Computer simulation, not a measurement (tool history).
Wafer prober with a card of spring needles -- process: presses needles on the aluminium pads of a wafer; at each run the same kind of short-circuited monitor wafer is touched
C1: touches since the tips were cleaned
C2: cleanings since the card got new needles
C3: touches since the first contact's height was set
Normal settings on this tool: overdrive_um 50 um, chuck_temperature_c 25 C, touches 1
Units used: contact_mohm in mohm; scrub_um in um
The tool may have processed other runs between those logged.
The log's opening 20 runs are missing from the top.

-- hour=197 tips cleaned on abrasive film
run 21 hour=199.6 | overdrive_um=49 chuck_temperature_c=25 touches=3 | C1=1002 C2=45 C3=43880 | contact_mohm=225 scrub_um=6.58
-- hour=209.6 tips cleaned on abrasive film
run 22 hour=210.5 | overdrive_um=38 chuck_temperature_c=81 touches=2 | C1=331 C2=46 C3=47990 | contact_mohm=245 scrub_um=5.04
run 23 hour=218.6 | overdrive_um=59 chuck_temperature_c=81 touches=2 | C1=3396 C2=46 C3=51055 | contact_mohm=257 scrub_um=7.93
-- hour=222.5 tips cleaned on abrasive film
run 24 hour=228.4 | overdrive_um=32 chuck_temperature_c=25 touches=1 | C1=2252 C2=47 C3=54734 | contact_mohm=432 scrub_um=4.3
-- hour=235.1 tips cleaned on abrasive film
run 25 hour=237.9 | overdrive_um=35 chuck_temperature_c=58 touches=1 | C1=1076 C2=48 C3=58309 | contact_mohm=323 scrub_um=4.67
-- hour=247.4 tips cleaned on abrasive film
run 26 hour=248.9 | overdrive_um=37 chuck_temperature_c=62 touches=2 | C1=561 C2=49 C3=62430 | contact_mohm=259 scrub_um=4.92
run 27 hour=256.9 | overdrive_um=50 chuck_temperature_c=25 touches=1 | C1=3620 C2=49 C3=65489 | contact_mohm=321 scrub_um=6.68
-- hour=260 tips cleaned on abrasive film
run 28 hour=264.7 | overdrive_um=31 chuck_temperature_c=72 touches=3 | C1=1796 C2=50 C3=68400 | contact_mohm=293 scrub_um=4.09
-- hour=272.9 tips cleaned on abrasive film
run 29 hour=273.1 | overdrive_um=50 chuck_temperature_c=81 touches=1 | C1=54 C2=51 C3=71529 | contact_mohm=235 scrub_um=6.65
run 30 hour=281.2 | overdrive_um=50 chuck_temperature_c=81 touches=1 | C1=3150 C2=51 C3=74625 | contact_mohm=322 scrub_um=6.66
-- hour=286.2 tips cleaned on abrasive film
run 31 hour=289 | overdrive_um=50 chuck_temperature_c=81 touches=1 | C1=1082 C2=52 C3=77547 | contact_mohm=276 scrub_um=6.7
run 32 hour=295.3 | overdrive_um=50 chuck_temperature_c=81 touches=1 | C1=3473 C2=52 C3=79938 | contact_mohm=327 scrub_um=6.63
-- hour=299.5 tips cleaned on abrasive film
run 33 hour=301.5 | overdrive_um=65 chuck_temperature_c=62 touches=2 | C1=743 C2=53 C3=82238 | contact_mohm=225 scrub_um=8.69

Each row is a separate what-if for the run after 33, all from the same tool condition, not one after another. Results?
-- hour=311.8 tips cleaned on abrasive film
run A hour=314.8 | overdrive_um=57 chuck_temperature_c=72 touches=2 | C1=1114 C2=54 C3=87244 | contact_mohm=? scrub_um=?
-- hour=311.8 tips cleaned on abrasive film
run B hour=314.8 | overdrive_um=33 chuck_temperature_c=25 touches=1 | C1=1114 C2=54 C3=87244 | contact_mohm=? scrub_um=?
-- hour=311.8 tips cleaned on abrasive film
run C hour=314.8 | overdrive_um=47 chuck_temperature_c=37 touches=2 | C1=1114 C2=54 C3=87244 | contact_mohm=? scrub_um=?
-- hour=311.8 tips cleaned on abrasive film
run D hour=314.8 | overdrive_um=50 chuck_temperature_c=25 touches=2 | C1=1114 C2=54 C3=87244 | contact_mohm=? scrub_um=?

run=A contact_mohm=243 scrub_um=7.62
run=B contact_mohm=355 scrub_um=4.31
run=C contact_mohm=250 scrub_um=6.26
run=D contact_mohm=244 scrub_um=6.65
Take away the tool's hidden state, keep each run's random variation, and the runs would have read:
run=A contact_mohm=212 scrub_um=7.81
run=B contact_mohm=210 scrub_um=4.5
run=C contact_mohm=205 scrub_um=6.45
run=D contact_mohm=202 scrub_um=6.84

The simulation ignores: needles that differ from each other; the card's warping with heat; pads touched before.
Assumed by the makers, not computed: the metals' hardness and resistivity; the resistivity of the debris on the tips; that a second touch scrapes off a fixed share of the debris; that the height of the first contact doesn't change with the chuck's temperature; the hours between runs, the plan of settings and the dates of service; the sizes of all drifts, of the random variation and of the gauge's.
